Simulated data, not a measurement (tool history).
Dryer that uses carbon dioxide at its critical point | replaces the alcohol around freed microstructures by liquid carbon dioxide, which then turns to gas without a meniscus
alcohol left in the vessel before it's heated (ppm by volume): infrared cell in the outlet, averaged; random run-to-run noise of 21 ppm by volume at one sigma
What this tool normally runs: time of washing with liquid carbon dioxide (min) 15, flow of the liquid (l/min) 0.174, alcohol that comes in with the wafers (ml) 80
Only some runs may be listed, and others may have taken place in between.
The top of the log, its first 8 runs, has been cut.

run	hour	time of washing with liquid carbon dioxide (min)	flow of the liquid (l/min)	alcohol that comes in with the wafers (ml)	alcohol left in the vessel before it's heated (ppm by volume)
9	57.6	15	0.174	80	2100
10	62.0	18	0.174	80	922
11	69.2	18	0.174	80	928
12	79.3	15	0.174	80	2194
13	88.3	15	0.174	80	2143
14	93.1	15	0.174	80	2230
15	98.6	15	0.174	80	2209
16	103.5	15	0.174	80	2197
17	110.4	15	0.174	80	2284
18	115.1	15	0.174	80	2202
19	123.9	15	0.174	80	2316
20	131.2	15	0.131	80	6622
21	139.7	15	0.174	80	2313
22	147.5	19	0.149	50	1042
23	155.3	19	0.204	42	161
24	163.3	14	0.165	23	1128
25	167.7	14	0.165	23	1121
26	174.5	15	0.177	104	2986
27	182.7	9	0.177	23	3380
28	190.0	9	0.177	23	3552

Run 29 comes next. What will it give?
29	196.6	9	0.177	23	?

For run 29 the tool returned alcohol left in the vessel before it's heated (ppm by volume) 3589.
Had the tool carried no hidden state, the very same run would have given alcohol left in the vessel before it's heated (ppm by volume) 2536.
